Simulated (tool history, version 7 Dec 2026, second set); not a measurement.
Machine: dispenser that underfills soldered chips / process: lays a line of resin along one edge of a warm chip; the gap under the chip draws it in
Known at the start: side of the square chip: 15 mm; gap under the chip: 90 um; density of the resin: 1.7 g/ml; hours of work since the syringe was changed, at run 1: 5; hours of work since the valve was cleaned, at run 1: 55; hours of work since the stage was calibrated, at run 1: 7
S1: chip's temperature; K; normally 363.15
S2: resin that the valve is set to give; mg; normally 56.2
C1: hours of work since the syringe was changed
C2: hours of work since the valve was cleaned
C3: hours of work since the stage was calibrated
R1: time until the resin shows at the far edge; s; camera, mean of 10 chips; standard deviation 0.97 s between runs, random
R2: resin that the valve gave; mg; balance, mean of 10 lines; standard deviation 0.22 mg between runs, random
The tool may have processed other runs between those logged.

{"run": 1, "hour": 0.0, "S1": 363.15, "S2": 56.2, "C1": 5, "C2": 55, "C3": 7, "R1": 124.0, "R2": 55.22}
{"hour": 5.9, "done": "new syringe of resin"}
{"run": 2, "hour": 9.2, "S1": 363.15, "S2": 56.2, "C1": 2, "C2": 61, "C3": 12, "R1": 105.9, "R2": 54.91}
{"hour": 18.4, "done": "new syringe of resin"}
{"run": 3, "hour": 19.0, "S1": 363.15, "S2": 56.2, "C1": 0, "C2": 67, "C3": 19, "R1": 96.1, "R2": 55.03}
{"run": 4, "hour": 25.5, "S1": 363.15, "S2": 60.5, "C1": 5, "C2": 72, "C3": 23, "R1": 126.2, "R2": 58.94}
{"hour": 27.6, "done": "dispensing valve cleaned and set on the balance"}
{"hour": 32.2, "done": "new syringe of resin"}
{"run": 5, "hour": 33.8, "S1": 363.15, "S2": 50.6, "C1": 1, "C2": 4, "C3": 28, "R1": 99.9, "R2": 50.41}
{"run": 6, "hour": 43.9, "S1": 363.15, "S2": 50.6, "C1": 8, "C2": 11, "C3": 34, "R1": 151.0, "R2": 50.44}
{"hour": 45.1, "done": "new syringe of resin"}
{"run": 7, "hour": 52.9, "S1": 357.15, "S2": 56.2, "C1": 5, "C2": 16, "C3": 40, "R1": 156.6, "R2": 55.87}
{"hour": 57.5, "done": "new syringe of resin"}
{"run": 8, "hour": 59.5, "S1": 357.15, "S2": 56.2, "C1": 1, "C2": 20, "C3": 44, "R1": 124.6, "R2": 55.84}
{"hour": 70.2, "done": "new syringe of resin"}
{"run": 9, "hour": 70.5, "S1": 375.15, "S2": 56.2, "C1": 0, "C2": 27, "C3": 51, "R1": 62.5, "R2": 55.37}
{"hour": 82.5, "done": "new syringe of resin"}
{"run": 10, "hour": 82.5, "S1": 375.15, "S2": 56.2, "C1": 0, "C2": 35, "C3": 59, "R1": 60.8, "R2": 55.22}
{"run": 11, "hour": 88.0, "S1": 375.15, "S2": 54.5, "C1": 4, "C2": 39, "C3": 62, "R1": 79.1, "R2": 53.74}
{"hour": 95.3, "done": "new syringe of resin"}
{"run": 12, "hour": 95.3, "S1": 375.15, "S2": 54.5, "C1": 0, "C2": 43, "C3": 67, "R1": 60.7, "R2": 54.0}
{"hour": 108.3, "done": "new syringe of resin"}
{"run": 13, "hour": 108.3, "S1": 375.15, "S2": 54.5, "C1": 0, "C2": 52, "C3": 75, "R1": 62.1, "R2": 53.31}
{"run": 14, "hour": 119.2, "S1": 377.15, "S2": 56.2, "C1": 7, "C2": 59, "C3": 83, "R1": 92.4, "R2": 54.95}
{"hour": 121.5, "done": "new syringe of resin"}
{"run": 15, "hour": 129.8, "S1": 377.15, "S2": 56.2, "C1": 5, "C2": 66, "C3": 89, "R1": 84.1, "R2": 55.0}
{"hour": 134.1, "done": "new syringe of resin"}
{"hour": 140.4, "done": "dispensing valve cleaned and set on the balance"}
{"run": 16, "hour": 142.4, "S1": 363.15, "S2": 52.0, "C1": 5, "C2": 1, "C3": 97, "R1": 126.6, "R2": 51.93}
{"hour": 148.0, "done": "new syringe of resin"}
{"run": 17, "hour": 150.4, "S1": 363.15, "S2": 52.0, "C1": 2, "C2": 6, "C3": 102, "R1": 100.6, "R2": 51.91}
{"hour": 160.4, "done": "new syringe of resin"}
{"run": 18, "hour": 163.1, "S1": 363.15, "S2": 52.0, "C1": 2, "C2": 15, "C3": 110, "R1": 99.5, "R2": 51.72}
{"hour": 172.9, "done": "new syringe of resin"}
{"run": 19, "hour": 175.8, "S1": 372.15, "S2": 72.8, "C1": 2, "C2": 23, "C3": 118, "R1": 74.7, "R2": 72.31}
{"run": 20, "hour": 182.7, "S1": 369.15, "S2": 56.2, "C1": 6, "C2": 27, "C3": 123, "R1": 109.4, "R2": 55.77}
{"hour": 185.6, "done": "new syringe of resin"}
{"run": 21, "hour": 192.3, "S1": 363.15, "S2": 67.4, "C1": 4, "C2": 33, "C3": 129, "R1": 118.3, "R2": 66.64}
{"hour": 198.3, "done": "new syringe of resin"}
{"run": 22, "hour": 205.6, "S1": 363.15, "S2": 67.4, "C1": 5, "C2": 42, "C3": 137, "R1": 123.0, "R2": 66.25}
{"hour": 210.6, "done": "new syringe of resin"}
{"run": 23, "hour": 218.6, "S1": 370.15, "S2": 60.4, "C1": 5, "C2": 50, "C3": 146, "R1": 101.3, "R2": 59.08}
{"hour": 223.8, "done": "new syringe of resin"}
{"run": 24, "hour": 227.2, "S1": 363.15, "S2": 62.5, "C1": 2, "C2": 56, "C3": 151, "R1": 101.5, "R2": 61.81}
{"run": 25, "hour": 234.3, "S1": 349.15, "S2": 67.8, "C1": 7, "C2": 60, "C3": 156, "R1": 227.7, "R2": 66.76}
{"hour": 236.5, "done": "new syringe of resin"}
{"run": 26, "hour": 240.1, "S1": 349.15, "S2": 67.8, "C1": 2, "C2": 64, "C3": 160, "R1": 168.2, "R2": 66.22}
{"hour": 249.5, "done": "new syringe of resin"}
{"run": 27, "hour": 250.8, "S1": 362.15, "S2": 57.4, "C1": 1, "C2": 71, "C3": 166, "R1": 95.5, "R2": 56.01}
{"hour": 253.5, "done": "dispensing valve cleaned and set on the balance"}
{"run": 28, "hour": 260.3, "S1": 352.15, "S2": 62.4, "C1": 6, "C2": 4, "C3": 172, "R1": 196.7, "R2": 62.51}
{"hour": 263.0, "done": "new syringe of resin"}
{"run": 29, "hour": 269.4, "S1": 373.15, "S2": 47.8, "C1": 4, "C2": 10, "C3": 178, "R1": 85.6, "R2": 47.86}
{"hour": 275.2, "done": "new syringe of resin"}
{"run": 30, "hour": 275.2, "S1": 373.15, "S2": 47.8, "C1": 0, "C2": 14, "C3": 182, "R1": 65.2, "R2": 47.69}
{"run": 31, "hour": 283.7, "S1": 373.15, "S2": 60.3, "C1": 6, "C2": 19, "C3": 187, "R1": 90.0, "R2": 60.52}
{"hour": 287.9, "done": "new syringe of resin"}
{"run": 32, "hour": 290.2, "S1": 358.15, "S2": 60.4, "C1": 1, "C2": 24, "C3": 191, "R1": 113.1, "R2": 59.95}
{"hour": 301.1, "done": "new syringe of resin"}
{"run": 33, "hour": 302.9, "S1": 360.15, "S2": 58.2, "C1": 1, "C2": 32, "C3": 199, "R1": 102.3, "R2": 57.4}
{"run": 34, "hour": 309.8, "S1": 370.15, "S2": 70.7, "C1": 6, "C2": 36, "C3": 204, "R1": 100.5, "R2": 69.99}

Run 35 has not been measured yet. What should we expect?
{"hour": 313.8, "done": "new syringe of resin"}
{"run": 35, "hour": 319.3, "S1": 370.15, "S2": 70.7, "C1": 4, "C2": 42, "C3": 210, "R1": "?", "R2": "?"}

Logged for run 35: R1 87.7 s, R2 69.16 mg.
If the tool had no hidden condition, the same run with the same run-to-run variation would have returned R1 71.1 s, R2 69.98 mg.

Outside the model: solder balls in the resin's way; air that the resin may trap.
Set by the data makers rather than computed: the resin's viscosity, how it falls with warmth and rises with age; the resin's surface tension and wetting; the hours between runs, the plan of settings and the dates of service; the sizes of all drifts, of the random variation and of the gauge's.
